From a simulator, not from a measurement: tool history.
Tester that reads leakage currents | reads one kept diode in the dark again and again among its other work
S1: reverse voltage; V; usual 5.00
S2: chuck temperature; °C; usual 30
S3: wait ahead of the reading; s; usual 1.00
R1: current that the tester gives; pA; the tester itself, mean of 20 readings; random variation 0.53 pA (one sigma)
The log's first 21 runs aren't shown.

run    hour     S1  S2    S3       R1
 22  1449.6  12.31  51  1.46  1187.96
 23  1519.6   2.34  41  1.00   257.58
     1595.6  -- chuck's temperature calibrated
 24  1612.5   1.39  22  1.34    49.59
 25  1652.0  10.79  51  1.06  1085.93
 26  1698.2   2.49  28  1.17   105.91
     1704.4  -- tester calibrated
 27  1784.8  14.19  31  2.56   335.91
     1837.0  -- tester calibrated, once more
 28  1837.0   5.00  30  0.34   182.09
 29  1909.9   1.13  27  4.72    65.34
 30  1958.7   5.00  23  3.08   109.11
 31  2018.4   1.99  29  3.08   102.89
 32  2056.4  15.79  28  1.00   296.91
 33  2130.6  10.60  58  1.00  1680.86
 34  2198.1   5.00  45  2.82   500.33
 35  2262.0   9.00  30  9.77   251.05
 36  2341.4   9.00  30  9.77   250.37
 37  2388.7   9.00  30  9.77   250.91
 38  2447.0   1.42  21  4.91    47.72
 39  2523.8   5.00  30  0.94   183.92

3 ways to go on from here, each from the tool as it stands after run 39. What would each give?
  A  2568.6  19.00  36  1.00   ?
  B  2568.6   5.00  20  0.94   ?
  C  2568.6   1.12  41  1.23   ?

run      R1
  A  573.73
  B   90.16
  C  172.73
Without the tool's hidden state the same runs would have given:
run      R1
  A  545.49
  B   83.54
  C  168.97

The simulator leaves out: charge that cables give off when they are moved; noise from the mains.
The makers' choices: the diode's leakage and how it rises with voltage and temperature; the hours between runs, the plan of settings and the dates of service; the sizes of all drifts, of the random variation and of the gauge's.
